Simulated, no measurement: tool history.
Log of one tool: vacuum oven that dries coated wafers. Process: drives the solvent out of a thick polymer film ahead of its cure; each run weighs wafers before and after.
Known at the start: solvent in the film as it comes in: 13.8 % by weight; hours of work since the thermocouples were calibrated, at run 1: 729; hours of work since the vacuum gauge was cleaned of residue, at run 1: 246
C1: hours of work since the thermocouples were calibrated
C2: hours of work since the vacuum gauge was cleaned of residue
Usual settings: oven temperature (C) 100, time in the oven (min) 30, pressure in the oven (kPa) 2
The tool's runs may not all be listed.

run 1 day=0 | oven_temperature_(C)=100 time_in_the_oven_(min)=30 pressure_in_the_oven_(kPa)=2 | C1=729 C2=246 | solvent_left_in_the_film_(%)=2.14
run 2 day=0.546 | oven_temperature_(C)=100 time_in_the_oven_(min)=30 pressure_in_the_oven_(kPa)=2 | C1=739 C2=256 | solvent_left_in_the_film_(%)=2.13
run 3 day=1.142 | oven_temperature_(C)=100 time_in_the_oven_(min)=30 pressure_in_the_oven_(kPa)=2 | C1=749 C2=266 | solvent_left_in_the_film_(%)=2.17
run 4 day=1.967 | oven_temperature_(C)=100 time_in_the_oven_(min)=30 pressure_in_the_oven_(kPa)=2 | C1=764 C2=281 | solvent_left_in_the_film_(%)=2.22
-- day=2.488 oven's thermocouples calibrated
run 5 day=2.679 | oven_temperature_(C)=100 time_in_the_oven_(min)=30 pressure_in_the_oven_(kPa)=2 | C1=3 C2=292 | solvent_left_in_the_film_(%)=1.86
run 6 day=3.542 | oven_temperature_(C)=100 time_in_the_oven_(min)=30 pressure_in_the_oven_(kPa)=2 | C1=19 C2=307 | solvent_left_in_the_film_(%)=1.89
run 7 day=4.242 | oven_temperature_(C)=100 time_in_the_oven_(min)=30 pressure_in_the_oven_(kPa)=2 | C1=31 C2=320 | solvent_left_in_the_film_(%)=1.78
run 8 day=4.754 | oven_temperature_(C)=100 time_in_the_oven_(min)=30 pressure_in_the_oven_(kPa)=2 | C1=40 C2=329 | solvent_left_in_the_film_(%)=1.82
run 9 day=5.675 | oven_temperature_(C)=100 time_in_the_oven_(min)=46 pressure_in_the_oven_(kPa)=3.11 | C1=57 C2=345 | solvent_left_in_the_film_(%)=2.3
run 10 day=6.317 | oven_temperature_(C)=100 time_in_the_oven_(min)=46 pressure_in_the_oven_(kPa)=3.11 | C1=68 C2=357 | solvent_left_in_the_film_(%)=2.17
run 11 day=6.842 | oven_temperature_(C)=100 time_in_the_oven_(min)=21 pressure_in_the_oven_(kPa)=5.1 | C1=77 C2=366 | solvent_left_in_the_film_(%)=4.42
run 12 day=7.504 | oven_temperature_(C)=100 time_in_the_oven_(min)=22 pressure_in_the_oven_(kPa)=2 | C1=89 C2=378 | solvent_left_in_the_film_(%)=2.5
run 13 day=8.05 | oven_temperature_(C)=100 time_in_the_oven_(min)=22 pressure_in_the_oven_(kPa)=2 | C1=99 C2=387 | solvent_left_in_the_film_(%)=2.51
run 14 day=9.167 | oven_temperature_(C)=100 time_in_the_oven_(min)=28 pressure_in_the_oven_(kPa)=2 | C1=119 C2=407 | solvent_left_in_the_film_(%)=2
run 15 day=9.767 | oven_temperature_(C)=97 time_in_the_oven_(min)=30 pressure_in_the_oven_(kPa)=1.37 | C1=129 C2=418 | solvent_left_in_the_film_(%)=2.01
run 16 day=10.508 | oven_temperature_(C)=97 time_in_the_oven_(min)=30 pressure_in_the_oven_(kPa)=1.37 | C1=142 C2=431 | solvent_left_in_the_film_(%)=2.04

How the hidden state differs across the entries between the runs, from the last listed run before each to the first after it:
Between runs 4 and 5: oven's thermocouples calibrated (day 2.488)
  true wafer temperature over the reading, C: -1.49 -> 0.19; true pressure over the reading, kPa: 0.084 -> 0.086
  measured less the result without the state, solvent left in the film (%): +0.3 -> +0.03
